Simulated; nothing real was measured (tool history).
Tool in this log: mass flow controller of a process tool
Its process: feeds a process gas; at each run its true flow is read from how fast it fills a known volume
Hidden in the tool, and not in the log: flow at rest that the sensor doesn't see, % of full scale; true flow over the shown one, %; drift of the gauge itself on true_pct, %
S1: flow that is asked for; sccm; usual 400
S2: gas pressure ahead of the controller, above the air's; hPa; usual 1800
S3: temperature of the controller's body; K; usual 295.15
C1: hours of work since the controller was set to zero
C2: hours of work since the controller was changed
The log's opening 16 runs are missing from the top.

{"run": 17, "hour": 1025.6, "S1": 106, "S2": 1420, "S3": 301.15, "C1": 990, "C2": 990, "true flow (%)": 95.55}
{"run": 18, "hour": 1098.2, "S1": 106, "S2": 1420, "S3": 301.15, "C1": 1043, "C2": 1043, "true flow (%)": 95.49}
{"run": 19, "hour": 1182.1, "S1": 151, "S2": 1420, "S3": 301.15, "C1": 1104, "C2": 1104, "true flow (%)": 96.2}
{"run": 20, "hour": 1240.3, "S1": 151, "S2": 1420, "S3": 296.15, "C1": 1146, "C2": 1146, "true flow (%)": 96.27}
{"run": 21, "hour": 1304.0, "S1": 400, "S2": 1490, "S3": 295.15, "C1": 1192, "C2": 1192, "true flow (%)": 98.17}
{"run": 22, "hour": 1382.7, "S1": 400, "S2": 1490, "S3": 295.15, "C1": 1249, "C2": 1249, "true flow (%)": 98.07}
{"run": 23, "hour": 1461.5, "S1": 359, "S2": 1800, "S3": 295.15, "C1": 1306, "C2": 1306, "true flow (%)": 98.12}
{"run": 24, "hour": 1526.6, "S1": 359, "S2": 1800, "S3": 310.15, "C1": 1354, "C2": 1354, "true flow (%)": 97.19}
{"run": 25, "hour": 1575.7, "S1": 153, "S2": 1430, "S3": 305.15, "C1": 1389, "C2": 1389, "true flow (%)": 95.66}
{"run": 26, "hour": 1640.5, "S1": 153, "S2": 1430, "S3": 305.15, "C1": 1436, "C2": 1436, "true flow (%)": 95.55}
{"run": 27, "hour": 1684.1, "S1": 153, "S2": 1430, "S3": 305.15, "C1": 1468, "C2": 1468, "true flow (%)": 95.74}
{"run": 28, "hour": 1735.6, "S1": 153, "S2": 1430, "S3": 305.15, "C1": 1505, "C2": 1505, "true flow (%)": 95.51}
{"run": 29, "hour": 1804.3, "S1": 153, "S2": 1430, "S3": 305.15, "C1": 1555, "C2": 1555, "true flow (%)": 95.56}
{"run": 30, "hour": 1860.5, "S1": 153, "S2": 1430, "S3": 305.15, "C1": 1596, "C2": 1596, "true flow (%)": 95.55}
{"run": 31, "hour": 1938.3, "S1": 153, "S2": 1430, "S3": 305.15, "C1": 1652, "C2": 1652, "true flow (%)": 95.45}

Here are 3 independent what-if runs from the current tool condition. What would each one return?
{"run": "A", "hour": 2002.3, "S1": 186, "S2": 1450, "S3": 305.15, "C1": 1698, "C2": 1698, "true flow (%)": "?"}
{"run": "B", "hour": 2002.3, "S1": 400, "S2": 1490, "S3": 295.15, "C1": 1698, "C2": 1698, "true flow (%)": "?"}
{"run": "C", "hour": 2002.3, "S1": 304, "S2": 1890, "S3": 295.15, "C1": 1698, "C2": 1698, "true flow (%)": "?"}

run=A true_flow_(%)=95.9
run=B true_flow_(%)=98.24
run=C true_flow_(%)=97.82
With the hidden condition removed and each run's random variation left untouched, the same runs would have given:
run=A true_flow_(%)=96.78
run=B true_flow_(%)=98.19
run=C true_flow_(%)=98.02

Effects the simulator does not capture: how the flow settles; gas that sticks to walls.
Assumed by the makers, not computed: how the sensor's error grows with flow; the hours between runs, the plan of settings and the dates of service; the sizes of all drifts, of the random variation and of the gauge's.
